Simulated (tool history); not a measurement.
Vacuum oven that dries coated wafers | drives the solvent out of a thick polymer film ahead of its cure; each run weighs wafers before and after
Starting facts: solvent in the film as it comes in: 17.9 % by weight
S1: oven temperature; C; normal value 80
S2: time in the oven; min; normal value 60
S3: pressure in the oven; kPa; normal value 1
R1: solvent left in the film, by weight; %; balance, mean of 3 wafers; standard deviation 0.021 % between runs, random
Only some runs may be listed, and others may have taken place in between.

run 1 hour=0 | S1=80 S2=60 S3=1 | R1=1.12
run 2 hour=8.2 | S1=80 S2=60 S3=1 | R1=1.12
run 3 hour=15 | S1=80 S2=60 S3=1 | R1=1.1
run 4 hour=21.2 | S1=80 S2=60 S3=1 | R1=1.12
run 5 hour=32.5 | S1=80 S2=60 S3=1 | R1=1.13
run 6 hour=40.8 | S1=80 S2=60 S3=1 | R1=1.14
run 7 hour=47.9 | S1=80 S2=85 S3=1 | R1=0.56
run 8 hour=54 | S1=80 S2=85 S3=1 | R1=0.54
run 9 hour=62.8 | S1=80 S2=31 S3=1 | R1=3.66
run 10 hour=74.9 | S1=88 S2=60 S3=1 | R1=0.46
run 11 hour=86 | S1=88 S2=60 S3=1 | R1=0.41
run 12 hour=97.7 | S1=88 S2=60 S3=1 | R1=0.42
run 13 hour=110 | S1=80 S2=46 S3=1 | R1=1.95
run 14 hour=116.7 | S1=80 S2=46 S3=1 | R1=1.95
run 15 hour=127 | S1=80 S2=44 S3=0.97 | R1=2.07
run 16 hour=138.9 | S1=77 S2=60 S3=2.79 | R1=2.05
run 17 hour=147.3 | S1=77 S2=60 S3=1.63 | R1=1.71
run 18 hour=153.2 | S1=77 S2=60 S3=1.63 | R1=1.76

Expected results for the next run?
run 19 hour=159.7 | S1=67 S2=34 S3=0.59 | R1=?

Run 19 produced R1 6.61 %.
On a tool with no hidden condition, and with the same random variation, this run would have come out at R1 6.63 %.
